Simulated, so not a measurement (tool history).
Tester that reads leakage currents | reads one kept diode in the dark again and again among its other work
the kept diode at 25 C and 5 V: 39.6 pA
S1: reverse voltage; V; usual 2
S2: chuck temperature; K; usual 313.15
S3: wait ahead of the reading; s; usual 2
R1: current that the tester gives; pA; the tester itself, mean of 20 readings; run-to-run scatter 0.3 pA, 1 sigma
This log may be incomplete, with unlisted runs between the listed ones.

run	hour	S1	S2	S3	R1
1	0	2	313.15	2	93.55
2	28.7	14.73	313.15	2	192.83
3	65.6	14.73	313.15	2	192.82
4	98.4	14.73	313.15	2	193.56
5	143.5	14.73	313.15	2	192.33
6	187	14.73	313.15	2	193.7
7	220.9	2	313.15	2	93.12
# hour 226.6: tester calibrated
8	270.9	2	313.15	2	93.31
9	308.5	2	302.15	2	38.1
10	345.4	2	313.15	2	93.73
11	366.3	13.94	313.15	2	187.11
12	395.8	13.94	313.15	2	189.44
# hour 416.1: tester calibrated, once more
13	440.9	13.94	313.15	2	187.39
14	484.8	13.94	308.15	0.57	129.78
15	527.5	1.11	301.15	0.57	28.27
16	563.4	1.11	313.15	0.57	74.46
17	594.9	11.52	320.15	2	296.57
18	631.3	2.28	308.15	2	64.73
19	653.2	2.99	313.15	2	105.79
20	694	1.64	313.15	0.5	85.68
21	743.2	2.85	296.15	1.69	25.86
22	765.2	2.85	325.15	5.2	257.45
23	811.4	2.85	325.15	3.84	255.77
24	831.8	16.19	325.15	7.76	479.6

5 options for the next run, each taken on its own from the tool as it stands now. Forecast them:
A	853.5	1.67	301.15	1.11	?
B	853.5	16.6	316.15	6.39	?
C	853.5	2	325.15	2	?
D	853.5	16.19	297.15	7.76	?
E	853.5	16.19	325.15	7.74	?

run	R1
A	32.17
B	248.35
C	224.45
D	55.85
E	480.32
Without the tool's unlogged condition, the same runs would have read:
run	R1
A	34.77
B	264.89
C	242.85
D	55.77
E	515.46
